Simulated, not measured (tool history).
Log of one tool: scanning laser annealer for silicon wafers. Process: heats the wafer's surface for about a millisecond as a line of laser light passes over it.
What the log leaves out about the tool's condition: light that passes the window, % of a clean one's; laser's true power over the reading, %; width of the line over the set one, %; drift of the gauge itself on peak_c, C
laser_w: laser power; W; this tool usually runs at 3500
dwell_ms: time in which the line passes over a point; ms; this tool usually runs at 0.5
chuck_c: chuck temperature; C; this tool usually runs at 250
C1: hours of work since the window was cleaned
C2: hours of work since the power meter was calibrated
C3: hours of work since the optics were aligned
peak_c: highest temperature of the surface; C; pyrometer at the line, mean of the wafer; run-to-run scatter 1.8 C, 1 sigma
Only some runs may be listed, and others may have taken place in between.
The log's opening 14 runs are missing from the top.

{"run": 15, "hour": 248.2, "laser_w": 3381, "dwell_ms": 0.5, "chuck_c": 250, "C1": 159, "C2": 562, "C3": 1178, "peak_c": 986}
{"run": 16, "hour": 261.0, "laser_w": 3381, "dwell_ms": 0.5, "chuck_c": 250, "C1": 167, "C2": 570, "C3": 1187, "peak_c": 986}
{"run": 17, "hour": 283.7, "laser_w": 3381, "dwell_ms": 0.5, "chuck_c": 250, "C1": 182, "C2": 585, "C3": 1201, "peak_c": 984}
{"run": 18, "hour": 300.8, "laser_w": 3381, "dwell_ms": 0.5, "chuck_c": 250, "C1": 193, "C2": 596, "C3": 1213, "peak_c": 987}
{"run": 19, "hour": 313.1, "laser_w": 3312, "dwell_ms": 0.5, "chuck_c": 250, "C1": 201, "C2": 604, "C3": 1221, "peak_c": 971}
{"run": 20, "hour": 339.7, "laser_w": 3299, "dwell_ms": 0.402, "chuck_c": 212, "C1": 219, "C2": 622, "C3": 1238, "peak_c": 857}
{"run": 21, "hour": 361.6, "laser_w": 3299, "dwell_ms": 0.402, "chuck_c": 212, "C1": 233, "C2": 636, "C3": 1253, "peak_c": 860}
{"run": 22, "hour": 383.9, "laser_w": 3083, "dwell_ms": 0.463, "chuck_c": 237, "C1": 248, "C2": 651, "C3": 1267, "peak_c": 890}
{"run": 23, "hour": 408.7, "laser_w": 3081, "dwell_ms": 0.481, "chuck_c": 250, "C1": 264, "C2": 667, "C3": 1283, "peak_c": 911}
{"run": 24, "hour": 425.9, "laser_w": 3545, "dwell_ms": 0.424, "chuck_c": 232, "C1": 275, "C2": 678, "C3": 1295, "peak_c": 941}
{"run": 25, "hour": 447.1, "laser_w": 3079, "dwell_ms": 0.593, "chuck_c": 284, "C1": 289, "C2": 692, "C3": 1309, "peak_c": 1022}
{"run": 26, "hour": 472.5, "laser_w": 3079, "dwell_ms": 0.593, "chuck_c": 284, "C1": 306, "C2": 709, "C3": 1325, "peak_c": 1017}
{"run": 27, "hour": 484.1, "laser_w": 3600, "dwell_ms": 0.447, "chuck_c": 267, "C1": 313, "C2": 717, "C3": 1333, "peak_c": 1006}
{"hour": 497.9, "done": "optics aligned, line set to its width"}
{"run": 28, "hour": 515.9, "laser_w": 3620, "dwell_ms": 0.5, "chuck_c": 238, "C1": 331, "C2": 734, "C3": 12, "peak_c": 1026}
{"run": 29, "hour": 533.1, "laser_w": 3620, "dwell_ms": 0.5, "chuck_c": 238, "C1": 342, "C2": 745, "C3": 23, "peak_c": 1018}
{"run": 30, "hour": 548.9, "laser_w": 3118, "dwell_ms": 0.5, "chuck_c": 250, "C1": 353, "C2": 756, "C3": 33, "peak_c": 935}
{"run": 31, "hour": 565.9, "laser_w": 3611, "dwell_ms": 0.486, "chuck_c": 263, "C1": 364, "C2": 767, "C3": 45, "peak_c": 1035}
{"run": 32, "hour": 581.6, "laser_w": 3081, "dwell_ms": 0.5, "chuck_c": 250, "C1": 374, "C2": 777, "C3": 55, "peak_c": 928}
{"run": 33, "hour": 602.5, "laser_w": 3077, "dwell_ms": 0.5, "chuck_c": 250, "C1": 388, "C2": 791, "C3": 69, "peak_c": 924}
{"run": 34, "hour": 624.3, "laser_w": 3077, "dwell_ms": 0.5, "chuck_c": 250, "C1": 402, "C2": 805, "C3": 83, "peak_c": 924}
{"run": 35, "hour": 639.8, "laser_w": 3500, "dwell_ms": 0.447, "chuck_c": 250, "C1": 412, "C2": 815, "C3": 93, "peak_c": 969}
{"run": 36, "hour": 655.6, "laser_w": 3028, "dwell_ms": 0.605, "chuck_c": 250, "C1": 423, "C2": 826, "C3": 103, "peak_c": 982}
{"run": 37, "hour": 677.1, "laser_w": 3028, "dwell_ms": 0.41, "chuck_c": 270, "C1": 437, "C2": 840, "C3": 118, "peak_c": 872}

Alternative continuations, all from the tool just after run 37; predict every row:
{"run": "A", "hour": 695.5, "laser_w": 3028, "dwell_ms": 0.41, "chuck_c": 268, "C1": 449, "C2": 852, "C3": 130, "peak_c": "?"}
{"run": "B", "hour": 695.5, "laser_w": 3045, "dwell_ms": 0.498, "chuck_c": 250, "C1": 449, "C2": 852, "C3": 130, "peak_c": "?"}
{"run": "C", "hour": 695.5, "laser_w": 3231, "dwell_ms": 0.412, "chuck_c": 288, "C1": 449, "C2": 852, "C3": 130, "peak_c": "?"}
{"run": "D", "hour": 695.5, "laser_w": 3500, "dwell_ms": 0.432, "chuck_c": 250, "C1": 449, "C2": 852, "C3": 130, "peak_c": "?"}

run=A peak_c=873
run=B peak_c=919
run=C peak_c=929
run=D peak_c=956
Had the tool no hidden state, the same runs would have come out as:
run=A peak_c=873
run=B peak_c=919
run=C peak_c=930
run=D peak_c=957

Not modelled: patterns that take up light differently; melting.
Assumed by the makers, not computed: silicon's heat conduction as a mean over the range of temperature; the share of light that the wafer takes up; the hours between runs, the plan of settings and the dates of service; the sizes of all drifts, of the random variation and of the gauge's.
